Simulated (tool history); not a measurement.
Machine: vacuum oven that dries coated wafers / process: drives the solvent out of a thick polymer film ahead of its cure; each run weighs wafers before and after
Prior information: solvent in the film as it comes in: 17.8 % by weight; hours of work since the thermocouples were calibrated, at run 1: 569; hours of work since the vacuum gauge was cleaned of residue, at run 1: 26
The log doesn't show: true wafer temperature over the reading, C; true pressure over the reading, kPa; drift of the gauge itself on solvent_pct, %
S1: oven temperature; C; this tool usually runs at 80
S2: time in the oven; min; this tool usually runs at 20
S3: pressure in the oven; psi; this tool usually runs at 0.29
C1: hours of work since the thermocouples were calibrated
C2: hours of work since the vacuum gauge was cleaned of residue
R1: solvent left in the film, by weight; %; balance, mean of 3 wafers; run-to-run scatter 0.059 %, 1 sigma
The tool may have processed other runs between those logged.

run  hour  S1  S2     S3   C1  C2    R1
  1     0  80  20   0.29  569  26  3.35
  2  14.8  80  20   0.29  576  34  3.54
  3  22.2  80  20   0.29  580  38  3.32
  4  31.8  80  20  0.184  586  43  2.91
  5    47  80  11   0.29  594  51  5.83
  6  62.7  80  11   0.29  602  60  5.93
     65.5  -- oven's thermocouples calibrated
  7  73.7  80  11   0.29    4  65  6.27
  8  85.3  80  11   0.29   11  71  6.21

Predict the results of run 9:
  9  92.4  70  21  0.29  14  75   ?

For run 9 the tool returned R1 7.57 %.
Take away the tool's hidden state, keep the run-to-run variation as it was, and the same run would have given R1 7.03 %.

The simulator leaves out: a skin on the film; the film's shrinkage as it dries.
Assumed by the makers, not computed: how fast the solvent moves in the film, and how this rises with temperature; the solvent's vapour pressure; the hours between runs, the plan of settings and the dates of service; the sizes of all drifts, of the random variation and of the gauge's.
